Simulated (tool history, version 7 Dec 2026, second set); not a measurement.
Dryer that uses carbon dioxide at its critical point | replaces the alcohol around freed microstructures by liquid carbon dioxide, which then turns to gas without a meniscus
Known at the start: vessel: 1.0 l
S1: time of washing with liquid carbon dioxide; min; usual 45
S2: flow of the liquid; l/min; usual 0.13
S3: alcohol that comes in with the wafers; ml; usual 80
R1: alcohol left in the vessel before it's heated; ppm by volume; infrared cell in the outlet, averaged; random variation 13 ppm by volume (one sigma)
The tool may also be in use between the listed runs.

Run 1, day 0: usual settings. Result: R1 1086 ppm by volume.
Run 2, day 0.279: usual settings but S1 41 min. Result: R1 1571 ppm by volume.
Run 3, day 0.562: usual settings but S1 41 min, S3 70 ml. Result: R1 1412 ppm by volume.
Run 4, day 0.85: usual settings. Result: R1 1095 ppm by volume.
Run 5, day 1.188: usual settings. Result: R1 1116 ppm by volume.
Run 6, day 1.558: usual settings. Result: R1 1146 ppm by volume.
Run 7, day 1.808: usual settings but S1 43 min. Result: R1 1412 ppm by volume.
Run 8, day 2: usual settings but S1 43 min. Result: R1 1385 ppm by volume.
Run 9, day 2.45: usual settings but S1 44 min. Result: R1 1288 ppm by volume.
Run 10, day 2.712: usual settings but S3 68 ml. Result: R1 1057 ppm by volume.
Run 11, day 3.138: usual settings. Result: R1 1217 ppm by volume.
Run 12, day 3.596: usual settings. Result: R1 1249 ppm by volume.
Run 13, day 3.921: usual settings. Result: R1 1265 ppm by volume.
Run 14, day 4.317: usual settings. Result: R1 1315 ppm by volume.
Run 15, day 4.629: usual settings. Result: R1 1322 ppm by volume.
Run 16, day 4.975: usual settings. Result: R1 1350 ppm by volume.
Run 17, day 5.175: usual settings. Result: R1 1304 ppm by volume.
Run 18, day 5.508: usual settings. Result: R1 1369 ppm by volume.
Run 19, day 5.933: usual settings. Result: R1 1438 ppm by volume.
Run 20, day 6.217: usual settings. Result: R1 1400 ppm by volume.
Run 21, day 6.479: usual settings. Result: R1 1437 ppm by volume.
Run 22, day 6.954: usual settings. Result: R1 1472 ppm by volume.
Run 23, day 7.354: usual settings. Result: R1 1481 ppm by volume.
Run 24, day 7.817: usual settings. Result: R1 1538 ppm by volume.
Run 25, day 8.25: usual settings but S1 30 min. Result: R1 5720 ppm by volume.
Run 26, day 8.612: usual settings but S1 30 min, S2 0.12 l/min. Result: R1 7171 ppm by volume.
At day 8.792: inlet filter changed.
Run 27, day 9.017: usual settings but S1 46 min, S2 0.109 l/min, S3 33 ml. Result: R1 750 ppm by volume.
Run 28, day 9.404: usual settings but S1 46 min, S2 0.195 l/min, S3 33 ml. Result: R1 94 ppm by volume.
Run 29, day 9.708: usual settings but S1 46 min, S2 0.195 l/min, S3 33 ml. Result: R1 96 ppm by volume.
Run 30, day 10.108: usual settings but S1 39 min, S2 0.106 l/min. Result: R1 3341 ppm by volume.
Run 31, day 10.458: usual settings but S1 32 min, S2 0.173 l/min, S3 53 ml. Result: R1 776 ppm by volume.
Run 32, day 10.658: usual settings but S1 32 min, S2 0.173 l/min, S3 53 ml. Result: R1 801 ppm by volume.
Run 33, day 11.138: usual settings but S1 32 min, S2 0.173 l/min, S3 53 ml. Result: R1 815 ppm by volume.
Run 34, day 11.433: usual settings but S1 30 min, S2 0.121 l/min, S3 41 ml. Result: R1 2639 ppm by volume.
Run 35, day 11.829: usual settings but S1 30 min, S2 0.135 l/min, S3 100 ml. Result: R1 4606 ppm by volume.
Run 36, day 12.275: usual settings but S1 62 min, S2 0.091 l/min, S3 37 ml. Result: R1 622 ppm by volume.
Run 37, day 12.471: usual settings but S1 40 min, S2 0.153 l/min. Result: R1 853 ppm by volume.
Run 38, day 12.9: usual settings but S2 0.099 l/min, S3 55 ml. Result: R1 2041 ppm by volume.
Run 39, day 13.104: usual settings but S1 66 min, S2 0.131 l/min, S3 55 ml. Result: R1 154 ppm by volume.
Run 40, day 13.504: usual settings but S1 59 min, S2 0.131 l/min, S3 70 ml. Result: R1 283 ppm by volume.
Run 41, day 13.742: usual settings but S1 59 min, S2 0.131 l/min, S3 70 ml. Result: R1 302 ppm by volume.
Run 42, day 14.2: usual settings but S1 33 min, S2 0.12 l/min. Result: R1 4314 ppm by volume.
Run 43, day 14.467: usual settings but S1 46 min, S2 0.16 l/min, S3 74 ml. Result: R1 388 ppm by volume.
Run 44, day 14.925: usual settings but S1 36 min, S3 35 ml. Result: R1 1159 ppm by volume.
Run 45, day 15.296: usual settings but S1 70 min, S2 0.126 l/min, S3 66 ml. Result: R1 194 ppm by volume.

Forecast run 46:
Run 46, day 15.521: usual settings but S1 39 min, S2 0.156 l/min, S3 29 ml. Result: R1 ?.

Run 46 gave R1 408 ppm by volume.
Without the tool's hidden state the same run would have given R1 234 ppm by volume.

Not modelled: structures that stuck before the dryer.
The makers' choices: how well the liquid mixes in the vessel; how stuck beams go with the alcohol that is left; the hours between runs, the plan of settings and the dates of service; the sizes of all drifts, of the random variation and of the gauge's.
